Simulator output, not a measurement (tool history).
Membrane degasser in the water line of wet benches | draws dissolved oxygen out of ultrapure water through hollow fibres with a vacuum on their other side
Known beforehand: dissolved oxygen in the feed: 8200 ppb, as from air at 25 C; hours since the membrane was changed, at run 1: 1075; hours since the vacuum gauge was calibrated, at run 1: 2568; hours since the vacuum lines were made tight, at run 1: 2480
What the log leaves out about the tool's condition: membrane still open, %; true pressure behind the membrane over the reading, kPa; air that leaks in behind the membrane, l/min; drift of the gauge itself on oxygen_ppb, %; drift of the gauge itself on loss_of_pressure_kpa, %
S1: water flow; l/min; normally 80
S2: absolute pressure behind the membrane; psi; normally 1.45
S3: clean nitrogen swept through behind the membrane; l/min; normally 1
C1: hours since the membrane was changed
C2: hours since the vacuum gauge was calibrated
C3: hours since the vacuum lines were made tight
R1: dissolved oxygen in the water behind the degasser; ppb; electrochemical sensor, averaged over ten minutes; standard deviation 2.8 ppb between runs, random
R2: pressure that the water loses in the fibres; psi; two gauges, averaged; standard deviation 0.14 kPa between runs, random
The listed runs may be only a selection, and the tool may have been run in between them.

| run | day | S1 | S2 | S3 | C1 | C2 | C3 | R1 | R2 |
|---|---|---|---|---|---|---|---|---|---|
| 1 | 0 | 80 | 1.45 | 1 | 1075 | 2568 | 2480 | 869.8 | 4.573 |
| 2 | 3.125 | 80 | 1.45 | 1 | 1150 | 2643 | 2555 | 869 | 4.522 |
| 3 | 6.146 | 82 | 1.45 | 1 | 1222 | 2715 | 2627 | 888.2 | 4.66 |
| 4 | 8.85 | 82 | 1.45 | 1 | 1287 | 2780 | 2692 | 884.9 | 4.686 |
| 5 | 11.354 | 82 | 2.81 | 1 | 1348 | 2840 | 2752 | 1869.1 | 4.669 |
| 6 | 13.304 | 82 | 2.81 | 1 | 1394 | 2887 | 2799 | 1867.8 | 4.693 |
| 7 | 14.758 | 82 | 2.81 | 1 | 1429 | 2922 | 2834 | 1885.4 | 4.686 |
| 8 | 16.829 | 93 | 1.45 | 1 | 1479 | 2972 | 2884 | 965.7 | 5.316 |
| 9 | 18.621 | 93 | 1.45 | 1 | 1522 | 3015 | 2927 | 963.1 | 5.308 |
| 10 | 21.079 | 80 | 1.45 | 1 | 1581 | 3074 | 2986 | 877.4 | 4.582 |
| 11 | 22.45 | 54 | 1.45 | 1 | 1614 | 3107 | 3018 | 669.4 | 3.076 |
| 12 | 24.833 | 54 | 1.45 | 1 | 1671 | 3164 | 3076 | 668.5 | 3.078 |
| 13 | 26.996 | 54 | 1.45 | 1 | 1723 | 3216 | 3128 | 672.2 | 3.111 |
| 14 | 29.954 | 54 | 1.45 | 1 | 1794 | 3287 | 3198 | 674.9 | 3.101 |
| 15 | 32.738 | 54 | 1.45 | 1 | 1861 | 3354 | 3265 | 670.8 | 3.114 |
| 16 | 34.804 | 54 | 1.09 | 1 | 1910 | 3403 | 3315 | 442.5 | 3.099 |
| 17 | 37.417 | 80 | 1.45 | 1 | 1973 | 3466 | 3378 | 876.4 | 4.553 |
| 18 | 40.388 | 80 | 2.39 | 1.25 | 2044 | 3537 | 3449 | 1361.5 | 4.569 |
| 19 | 42.996 | 125 | 1.52 | 0.63 | 2107 | 3600 | 3512 | 1537.7 | 7.147 |
| 20 | 44.692 | 125 | 1.52 | 0.63 | 2148 | 3640 | 3552 | 1541.5 | 7.139 |

Estimate the outcome of run 21 from the log above:
| 21 | 46.688 | 125 | 2.86 | 1.2 | 2195 | 3688 | 3600 | ? | ? |

{"run 21": {"R1": 2189.8, "R2": 7.219}}
Minus the tool's unlogged condition, the same run would have read R1 2159.3 ppb, R2 7.105 psi.
